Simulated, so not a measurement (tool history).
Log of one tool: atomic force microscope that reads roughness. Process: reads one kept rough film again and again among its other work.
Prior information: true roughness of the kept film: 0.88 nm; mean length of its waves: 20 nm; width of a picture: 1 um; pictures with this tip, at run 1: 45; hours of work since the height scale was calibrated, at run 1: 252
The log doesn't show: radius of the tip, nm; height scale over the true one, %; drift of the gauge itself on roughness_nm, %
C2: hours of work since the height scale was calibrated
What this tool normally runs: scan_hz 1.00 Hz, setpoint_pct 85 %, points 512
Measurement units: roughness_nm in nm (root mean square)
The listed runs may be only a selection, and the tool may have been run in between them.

Run 1, hour 0.0: usual settings; pictures with this tip 45; C2 252. Result: roughness_nm 0.745 nm (root mean square).
Run 2, hour 40.3: usual settings but setpoint_pct 67 %; pictures with this tip 99; C2 277. Result: roughness_nm 0.773 nm (root mean square).
At hour 72.2: new tip fitted.
Run 3, hour 105.9: usual settings; pictures with this tip 45; C2 318. Result: roughness_nm 0.749 nm (root mean square).
Run 4, hour 135.1: usual settings; pictures with this tip 84; C2 336. Result: roughness_nm 0.741 nm (root mean square).
At hour 179.3: new tip fitted.
Run 5, hour 187.5: usual settings but scan_hz 3.83 Hz; pictures with this tip 11; C2 369. Result: roughness_nm 0.618 nm (root mean square).
Run 6, hour 243.0: usual settings; pictures with this tip 86; C2 404. Result: roughness_nm 0.743 nm (root mean square).
At hour 287.9: new tip fitted.
Run 7, hour 287.9: usual settings but points 312; pictures with this tip 0; C2 431. Result: roughness_nm 0.739 nm (root mean square).
Run 8, hour 326.8: usual settings but points 312; pictures with this tip 52; C2 456. Result: roughness_nm 0.722 nm (root mean square).
Run 9, hour 361.6: usual settings but points 312; pictures with this tip 99; C2 478. Result: roughness_nm 0.734 nm (root mean square).
At hour 396.7: new tip fitted.
Run 10, hour 429.2: usual settings but points 312; pictures with this tip 44; C2 520. Result: roughness_nm 0.730 nm (root mean square).
Run 11, hour 472.1: usual settings but points 312; pictures with this tip 102; C2 547. Result: roughness_nm 0.722 nm (root mean square).
At hour 502.6: new tip fitted.
Run 12, hour 509.3: usual settings; pictures with this tip 9; C2 570. Result: roughness_nm 0.749 nm (root mean square).
Run 13, hour 578.6: usual settings but setpoint_pct 60 %; pictures with this tip 102; C2 613. Result: roughness_nm 0.787 nm (root mean square).
At hour 611.8: new tip fitted.
Run 14, hour 618.4: usual settings but setpoint_pct 60 %; pictures with this tip 9; C2 638. Result: roughness_nm 0.781 nm (root mean square).
Run 15, hour 661.0: usual settings but points 555; pictures with this tip 67; C2 664. Result: roughness_nm 0.746 nm (root mean square).
At hour 719.7: new tip fitted.
Run 16, hour 722.1: usual settings but points 555; pictures with this tip 3; C2 702. Result: roughness_nm 0.748 nm (root mean square).
Run 17, hour 771.2: usual settings but points 555; pictures with this tip 69; C2 733. Result: roughness_nm 0.745 nm (root mean square).
Run 18, hour 818.7: usual settings; pictures with this tip 133; C2 763. Result: roughness_nm 0.741 nm (root mean square).
At hour 825.5: new tip fitted.
Run 19, hour 886.2: usual settings; pictures with this tip 82; C2 805. Result: roughness_nm 0.742 nm (root mean square).
At hour 931.4: new tip fitted.
Run 20, hour 953.0: usual settings but setpoint_pct 58 %; pictures with this tip 29; C2 846. Result: roughness_nm 0.790 nm (root mean square).
Run 21, hour 989.2: usual settings but setpoint_pct 60 %; pictures with this tip 77; C2 869. Result: roughness_nm 0.782 nm (root mean square).
Run 22, hour 1035.4: usual settings but setpoint_pct 60 %; pictures with this tip 140; C2 898. Result: roughness_nm 0.786 nm (root mean square).
At hour 1041.0: new tip fitted.
Run 23, hour 1081.0: usual settings; pictures with this tip 53; C2 926. Result: roughness_nm 0.742 nm (root mean square).
Run 24, hour 1125.3: usual settings but scan_hz 1.22 Hz; pictures with this tip 113; C2 954. Result: roughness_nm 0.731 nm (root mean square).
At hour 1149.0: new tip fitted.
Run 25, hour 1166.9: usual settings but scan_hz 2.57 Hz, setpoint_pct 57 %, points 666; pictures with this tip 24; C2 980. Result: roughness_nm 0.766 nm (root mean square).
Run 26, hour 1219.4: usual settings but scan_hz 1.38 Hz, setpoint_pct 72 %, points 738; pictures with this tip 95; C2 1013. Result: roughness_nm 0.765 nm (root mean square).
At hour 1257.0: new tip fitted.
Run 27, hour 1260.7: usual settings but scan_hz 0.68 Hz, setpoint_pct 72 %, points 500; pictures with this tip 5; C2 1038. Result: roughness_nm 0.788 nm (root mean square).
Run 28, hour 1329.0: usual settings but scan_hz 0.84 Hz, setpoint_pct 62 %, points 500; pictures with this tip 97; C2 1081. Result: roughness_nm 0.780 nm (root mean square).
At hour 1367.4: new tip fitted.
Run 29, hour 1385.7: usual settings but scan_hz 1.07 Hz, points 569; pictures with this tip 24; C2 1117. Result: roughness_nm 0.744 nm (root mean square).
Run 30, hour 1442.6: usual settings but scan_hz 2.02 Hz, setpoint_pct 61 %, points 727; pictures with this tip 101; C2 1152. Result: roughness_nm 0.772 nm (root mean square).
At hour 1474.5: new tip fitted.
Run 31, hour 1511.0: usual settings but setpoint_pct 59 %, points 683; pictures with this tip 49; C2 1195. Result: roughness_nm 0.789 nm (root mean square).
Run 32, hour 1554.4: usual settings but scan_hz 1.84 Hz, setpoint_pct 83 %, points 282; pictures with this tip 108; C2 1222. Result: roughness_nm 0.696 nm (root mean square).
At hour 1584.6: new tip fitted.
Run 33, hour 1584.6: usual settings but scan_hz 0.51 Hz, setpoint_pct 70 %, points 734; pictures with this tip 0; C2 1241. Result: roughness_nm 0.794 nm (root mean square).
Run 34, hour 1622.3: usual settings but setpoint_pct 69 %, points 774; pictures with this tip 50; C2 1264. Result: roughness_nm 0.778 nm (root mean square).
At hour 1659.4: height scale calibrated on a step standard.
Run 35, hour 1669.5: usual settings but scan_hz 1.24 Hz, points 753; pictures with this tip 113; C2 6. Result: roughness_nm 0.727 nm (root mean square).
At hour 1695.8: new tip fitted.
Run 36, hour 1741.2: usual settings but scan_hz 1.24 Hz, points 753; pictures with this tip 61; C2 51. Result: roughness_nm 0.733 nm (root mean square).
At hour 1803.4: new tip fitted.
Run 37, hour 1807.1: usual settings but scan_hz 0.52 Hz, setpoint_pct 68 %, points 641; pictures with this tip 5; C2 92. Result: roughness_nm 0.788 nm (root mean square).
Run 38, hour 1850.9: usual settings but scan_hz 0.52 Hz, setpoint_pct 68 %, points 641; pictures with this tip 64; C2 119. Result: roughness_nm 0.787 nm (root mean square).
At hour 1909.3: new tip fitted.
Run 39, hour 1914.6: usual settings but scan_hz 0.52 Hz, setpoint_pct 68 %, points 641; pictures with this tip 7; C2 159. Result: roughness_nm 0.802 nm (root mean square).
Run 40, hour 1949.7: usual settings but setpoint_pct 87 %, points 265; pictures with this tip 55; C2 181. Result: roughness_nm 0.720 nm (root mean square).
Run 41, hour 1990.9: usual settings but scan_hz 1.68 Hz, setpoint_pct 57 %, points 356; pictures with this tip 110; C2 207. Result: roughness_nm 0.771 nm (root mean square).
At hour 2016.8: new tip fitted.
Run 42, hour 2044.6: usual settings but scan_hz 2.19 Hz, setpoint_pct 75 %, points 889; pictures with this tip 38; C2 240. Result: roughness_nm 0.722 nm (root mean square).
Run 43, hour 2091.9: usual settings but scan_hz 1.94 Hz, setpoint_pct 81 %, points 580; pictures with this tip 101; C2 270. Result: roughness_nm 0.708 nm (root mean square).
At hour 2123.0: new tip fitted.
Run 44, hour 2133.2: usual settings but scan_hz 1.94 Hz, setpoint_pct 81 %, points 580; pictures with this tip 14; C2 295. Result: roughness_nm 0.716 nm (root mean square).
Run 45, hour 2169.6: usual settings but scan_hz 0.78 Hz, setpoint_pct 71 %, points 423; pictures with this tip 63; C2 318. Result: roughness_nm 0.786 nm (root mean square).

Branching from run 45: 4 alternative next runs. What would each branch give?
Run A, hour 2218.9: usual settings but scan_hz 0.64 Hz, setpoint_pct 73 %, points 374; pictures with this tip 130; C2 349. Result: roughness_nm ?.
Run B, hour 2218.9: usual settings but scan_hz 1.19 Hz, setpoint_pct 71 %, points 354; pictures with this tip 130; C2 349. Result: roughness_nm ?.
Run C, hour 2218.9: usual settings but scan_hz 2.92 Hz, points 256; pictures with this tip 130; C2 349. Result: roughness_nm ?.
Run D, hour 2218.9: usual settings but scan_hz 0.60 Hz, setpoint_pct 68 %, points 763; pictures with this tip 130; C2 349. Result: roughness_nm ?.

run  roughness_nm
  A         0.773
  B         0.768
  C         0.646
  D         0.790
Without the tool's hidden state the same runs would have given:
run  roughness_nm
  A         0.776
  B         0.772
  C         0.649
  D         0.794

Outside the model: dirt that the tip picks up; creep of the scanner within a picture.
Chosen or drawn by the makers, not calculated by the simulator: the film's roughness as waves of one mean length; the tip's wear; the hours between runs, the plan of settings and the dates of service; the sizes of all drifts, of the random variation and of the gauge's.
